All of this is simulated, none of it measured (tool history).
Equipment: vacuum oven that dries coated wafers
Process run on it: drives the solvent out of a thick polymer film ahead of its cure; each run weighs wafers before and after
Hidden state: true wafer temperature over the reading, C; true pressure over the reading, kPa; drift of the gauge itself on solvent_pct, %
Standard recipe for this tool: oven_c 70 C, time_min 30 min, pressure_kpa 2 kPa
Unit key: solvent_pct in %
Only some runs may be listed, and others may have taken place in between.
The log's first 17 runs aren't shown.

run	hour	oven_c	time_min	pressure_kpa	hours of work since the thermocouples were calibrated	hours of work since the vacuum gauge was cleaned of residue	solvent_pct
18	220.7	74	45	2	524	174	2.17
19	237.4	74	45	2	533	183	2.13
20	245.5	63	36	5.39	537	187	10.81
21	255	63	36	5.39	542	192	10.78
22	262.7	58	22	4.33	546	197	14.49
23	281.1	70	30	1.07	556	207	2.89
24	295	70	30	1.07	564	214	2.88
25	313.2	79	21	1.07	574	224	1.77
26	324.4	57	30	2	580	230	10.35
27	338.2	74	44	3.5	587	237	3.68
28	352.5	76	44	3.5	595	245	3.29
29	361.6	76	44	2.49	600	250	2.41
30	379.8	76	44	2.49	610	260	2.26
31	388.4	78	51	2.16	614	265	1.9
32	397.9	57	26	2.16	619	270	11.22
33	413.3	56	15	4.08	628	278	17

Each row is a separate what-if for the run after 33, all from the same tool condition, not one after another. Results?
A	424.4	72	15	4.08	634	284	?
B	424.4	68	18	2	634	284	?
C	424.4	70	15	3.16	634	284	?
D	424.4	70	30	2.49	634	284	?
E	424.4	56	15	1.62	634	284	?

run	solvent_pct
A	8.46
B	7.47
C	8.6
D	4.41
E	14.21
Had the tool no hidden state, the same runs would have come out as:
run	solvent_pct
A	8.48
B	7.49
C	8.62
D	4.42
E	14.23
